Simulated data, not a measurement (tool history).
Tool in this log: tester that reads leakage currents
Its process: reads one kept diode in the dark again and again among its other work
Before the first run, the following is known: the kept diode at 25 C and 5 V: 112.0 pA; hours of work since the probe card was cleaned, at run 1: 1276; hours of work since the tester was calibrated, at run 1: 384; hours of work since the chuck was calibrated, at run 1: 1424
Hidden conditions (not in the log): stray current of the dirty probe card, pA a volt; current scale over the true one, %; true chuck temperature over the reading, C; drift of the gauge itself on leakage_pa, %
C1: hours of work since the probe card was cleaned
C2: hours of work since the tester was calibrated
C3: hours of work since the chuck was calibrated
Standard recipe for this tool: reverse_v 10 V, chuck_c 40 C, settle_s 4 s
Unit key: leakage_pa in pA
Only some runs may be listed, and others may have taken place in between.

run 1 hour=0 | reverse_v=10 chuck_c=40 settle_s=4 | C1=1276 C2=384 C3=1424 | leakage_pa=570.48
-- hour=13.1 chuck's temperature calibrated
run 2 hour=35.6 | reverse_v=10 chuck_c=40 settle_s=4 | C1=1298 C2=407 C3=15 | leakage_pa=575.69
run 3 hour=75.7 | reverse_v=10 chuck_c=40 settle_s=4 | C1=1325 C2=434 C3=42 | leakage_pa=575.96
run 4 hour=126.3 | reverse_v=10 chuck_c=40 settle_s=4 | C1=1359 C2=467 C3=75 | leakage_pa=575.35
run 5 hour=178.9 | reverse_v=10 chuck_c=40 settle_s=4 | C1=1394 C2=502 C3=111 | leakage_pa=571.45
run 6 hour=217.1 | reverse_v=10 chuck_c=40 settle_s=6.75 | C1=1419 C2=528 C3=136 | leakage_pa=574.5
run 7 hour=244.6 | reverse_v=10 chuck_c=40 settle_s=4 | C1=1438 C2=546 C3=154 | leakage_pa=572.82
run 8 hour=271.7 | reverse_v=10 chuck_c=40 settle_s=4 | C1=1456 C2=564 C3=173 | leakage_pa=579
-- hour=282.9 probe card cleaned and baked
run 9 hour=317.9 | reverse_v=10 chuck_c=40 settle_s=2.18 | C1=23 C2=593 C3=201 | leakage_pa=575.81
run 10 hour=362.1 | reverse_v=10 chuck_c=40 settle_s=5.96 | C1=53 C2=623 C3=231 | leakage_pa=575.73
run 11 hour=396.6 | reverse_v=10 chuck_c=40 settle_s=5.96 | C1=76 C2=646 C3=254 | leakage_pa=574.07
run 12 hour=429.2 | reverse_v=10 chuck_c=40 settle_s=5.96 | C1=98 C2=667 C3=276 | leakage_pa=574.99
run 13 hour=476.6 | reverse_v=1 chuck_c=22 settle_s=0.66 | C1=129 C2=699 C3=307 | leakage_pa=45.67
run 14 hour=531.1 | reverse_v=1 chuck_c=22 settle_s=3.29 | C1=166 C2=735 C3=344 | leakage_pa=45.72
run 15 hour=560.5 | reverse_v=1 chuck_c=22 settle_s=3.29 | C1=185 C2=755 C3=363 | leakage_pa=45.71
run 16 hour=615.7 | reverse_v=1 chuck_c=22 settle_s=3.29 | C1=222 C2=792 C3=400 | leakage_pa=45.53
run 17 hour=660.5 | reverse_v=3.3 chuck_c=37 settle_s=0.8 | C1=252 C2=822 C3=430 | leakage_pa=290.92
run 18 hour=705.7 | reverse_v=10 chuck_c=43 settle_s=4 | C1=282 C2=852 C3=460 | leakage_pa=744.04
run 19 hour=741.8 | reverse_v=10 chuck_c=40 settle_s=2.64 | C1=306 C2=876 C3=484 | leakage_pa=575.8
run 20 hour=794.1 | reverse_v=10 chuck_c=26 settle_s=3.86 | C1=341 C2=911 C3=519 | leakage_pa=160.21
run 21 hour=835.6 | reverse_v=10 chuck_c=26 settle_s=3.86 | C1=369 C2=939 C3=547 | leakage_pa=161.82

Branching from run 21: 5 alternative next runs. What would each branch give?
run A hour=883 | reverse_v=10 chuck_c=32 settle_s=1.38 | C1=400 C2=970 C3=578 | leakage_pa=?
run B hour=883 | reverse_v=10.3 chuck_c=40 settle_s=4 | C1=400 C2=970 C3=578 | leakage_pa=?
run C hour=883 | reverse_v=10 chuck_c=53 settle_s=3.86 | C1=400 C2=970 C3=578 | leakage_pa=?
run D hour=883 | reverse_v=1.1 chuck_c=25 settle_s=3.86 | C1=400 C2=970 C3=578 | leakage_pa=?
run E hour=883 | reverse_v=15.5 chuck_c=54 settle_s=3.86 | C1=400 C2=970 C3=578 | leakage_pa=?

run=A leakage_pa=281.44
run=B leakage_pa=582.06
run=C leakage_pa=1705.32
run=D leakage_pa=62.99
run=E leakage_pa=2185
Without the tool's hidden state the same runs would have given:
run=A leakage_pa=281.55
run=B leakage_pa=582.28
run=C leakage_pa=1705.95
run=D leakage_pa=63.02
run=E leakage_pa=2185.8
